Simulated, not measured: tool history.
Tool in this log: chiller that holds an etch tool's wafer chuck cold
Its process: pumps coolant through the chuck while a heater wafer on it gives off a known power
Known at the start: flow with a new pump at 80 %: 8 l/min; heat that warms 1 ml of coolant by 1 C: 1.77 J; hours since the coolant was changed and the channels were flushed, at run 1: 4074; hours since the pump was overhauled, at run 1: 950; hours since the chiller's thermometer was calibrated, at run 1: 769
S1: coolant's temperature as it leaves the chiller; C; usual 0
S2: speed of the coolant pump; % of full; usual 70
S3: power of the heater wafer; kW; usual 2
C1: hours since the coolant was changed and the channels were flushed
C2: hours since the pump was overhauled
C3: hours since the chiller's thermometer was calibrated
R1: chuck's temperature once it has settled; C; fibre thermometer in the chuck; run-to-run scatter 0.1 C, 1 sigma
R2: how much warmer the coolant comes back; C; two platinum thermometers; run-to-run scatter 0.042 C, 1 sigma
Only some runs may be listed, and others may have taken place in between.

| run | hour | S1 | S2 | S3 | C1 | C2 | C3 | R1 | R2 |
|---|---|---|---|---|---|---|---|---|---|
| 1 | 0 | 0 | 70 | 2 | 4074 | 950 | 769 | 25.3 | 9.7 |
| 2 | 27.5 | 0 | 94 | 2 | 4102 | 977 | 796 | 19 | 7.13 |
| 3 | 87.9 | 0 | 94 | 2 | 4162 | 1038 | 857 | 18.9 | 7.07 |
| 4 | 146.7 | 0 | 94 | 2 | 4221 | 1096 | 916 | 19.2 | 7.09 |
| 5 | 189.3 | 0 | 94 | 2 | 4264 | 1139 | 958 | 18.9 | 7.11 |
| 6 | 234.3 | -5 | 70 | 2 | 4309 | 1184 | 1003 | 20.2 | 9.76 |
| 7 | 280.5 | 1 | 70 | 2 | 4355 | 1230 | 1049 | 26.2 | 9.82 |
| 8 | 344.1 | 1 | 70 | 2.915 | 4419 | 1294 | 1113 | 37.8 | 14.2 |
| 9 | 402.4 | 0 | 70 | 2 | 4477 | 1352 | 1171 | 25.2 | 9.74 |
| 10 | 457 | 0 | 70 | 2 | 4531 | 1407 | 1226 | 25.2 | 9.71 |
| 11 | 494.6 | 0 | 70 | 2 | 4569 | 1444 | 1263 | 25.2 | 9.8 |
| 12 | 551.6 | 9 | 70 | 2 | 4626 | 1501 | 1320 | 34.2 | 9.84 |
| 13 | 578.1 | 0 | 70 | 2 | 4653 | 1528 | 1347 | 25.1 | 9.71 |
| 14 | 608.7 | 0 | 70 | 2 | 4683 | 1558 | 1378 | 24.9 | 9.77 |
| 15 | 636.1 | 0 | 70 | 2 | 4711 | 1586 | 1405 | 25 | 9.7 |
| 16 | 692.6 | -9 | 85 | 2.561 | 4767 | 1642 | 1461 | 17.8 | 10.12 |
| 17 | 735.1 | -9 | 85 | 2.561 | 4810 | 1685 | 1504 | 17.8 | 10.08 |
| 18 | 791.5 | 1 | 70 | 1.446 | 4866 | 1741 | 1560 | 19.3 | 6.99 |
| 19 | 840.2 | 0 | 70 | 2.68 | 4915 | 1790 | 1609 | 33.9 | 13.12 |
| 20 | 870.8 | -4 | 70 | 2.801 | 4945 | 1821 | 1640 | 31.1 | 13.67 |
| 21 | 909.1 | -8 | 90 | 2.607 | 4984 | 1859 | 1678 | 17.9 | 9.76 |
| 22 | 946.8 | -4 | 92 | 1.362 | 5021 | 1897 | 1716 | 9.1 | 4.88 |
| 23 | 1006.1 | -4 | 92 | 1.362 | 5080 | 1956 | 1775 | 9.2 | 5.02 |
| 24 | 1056.6 | 7 | 70 | 2 | 5131 | 2006 | 1825 | 32.1 | 9.79 |
| 25 | 1105.4 | 9 | 66 | 1.13 | 5180 | 2055 | 1874 | 24 | 5.88 |
| 26 | 1146.5 | 9 | 66 | 2.414 | 5221 | 2096 | 1915 | 41.1 | 12.55 |
| 27 | 1204.4 | 8 | 70 | 2 | 5279 | 2154 | 1973 | 33.2 | 9.74 |
| 28 | 1239.3 | 8 | 70 | 2 | 5314 | 2189 | 2008 | 33.2 | 9.74 |
| 29 | 1271.3 | 8 | 70 | 2 | 5346 | 2221 | 2040 | 32.8 | 9.79 |

Consider 3 possible next runs. They are alternatives, not a sequence: every one starts from the tool as it was left by run 29. What does each give?
| A | 1320.9 | 8 | 64 | 1.428 | 5395 | 2271 | 2090 | ? | ? |
| B | 1320.9 | -4 | 70 | 1.045 | 5395 | 2271 | 2090 | ? | ? |
| C | 1320.9 | 9 | 100 | 1.783 | 5395 | 2271 | 2090 | ? | ? |

| run | R1 | R2 |
|---|---|---|
| A | 27.5 | 7.75 |
| B | 9.2 | 5.15 |
| C | 25.1 | 5.91 |
Without the tool's unlogged condition, the same runs would have read:
| run | R1 | R2 |
|---|---|---|
| A | 27.5 | 7.75 |
| B | 9.2 | 5.14 |
| C | 25.1 | 5.91 |
